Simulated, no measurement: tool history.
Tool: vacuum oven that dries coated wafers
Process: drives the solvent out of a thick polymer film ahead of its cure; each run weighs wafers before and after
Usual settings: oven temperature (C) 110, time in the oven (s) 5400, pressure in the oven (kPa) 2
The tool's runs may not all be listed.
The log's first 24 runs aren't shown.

run,hour,oven temperature (C),time in the oven (s),pressure in the oven (kPa),hours of work since the thermocouples were calibrated,hours of work since the vacuum gauge was cleaned of residue,solvent left in the film (%)
25,206.5,116,5400,2,665,233,1.28
26,218.4,103,3420,2.25,671,239,5.92
27,226.5,103,4800,3.3,675,244,4.64
28,237.6,122,2820,2,681,249,2.24
29,246.6,104,3540,2,685,254,5.31
30,254.4,104,3480,3.27,689,258,6.15
31,260.5,104,3480,3.27,693,261,6.05
32,272.9,104,3480,3.27,699,268,6.01
33,283.6,111,3480,3.27,704,273,4.1
34,295.9,108,3480,2.43,711,279,4.58
35,302.2,110,5400,1.34,714,283,1.67
36,311.9,109,5400,2.62,719,288,2.48
37,323.8,116,2820,2.4,725,294,3.66
38,332.8,117,5340,1.55,730,299,1.07
39,344.7,117,5340,1.55,736,305,1.01
40,353.8,110,4380,2,741,309,2.64
41,364.6,110,8760,2.1,746,315,1.13
42,370.9,100,5400,2,750,318,4.16
43,382.2,100,5400,2,755,324,4.08
44,389.2,103,3420,4.46,759,328,6.99
45,397.2,110,7380,1.5,763,332,1.15
46,404.7,112,5400,2,767,336,1.67
47,414.2,112,5400,2,772,341,1.8

Forecast each of these 4 alternatives for the next run:
A,420.4,102,2820,5.26,775,344,?
B,420.4,112,5400,5.75,775,344,?
C,420.4,112,4560,2,775,344,?
D,420.4,104,3780,2.95,775,344,?

run,solvent left in the film (%)
A,8.73
B,3.24
C,2.26
D,5.39
Without the tool's hidden state the same runs would have given:
run,solvent left in the film (%)
A,8.7
B,3.22
C,2.24
D,5.36
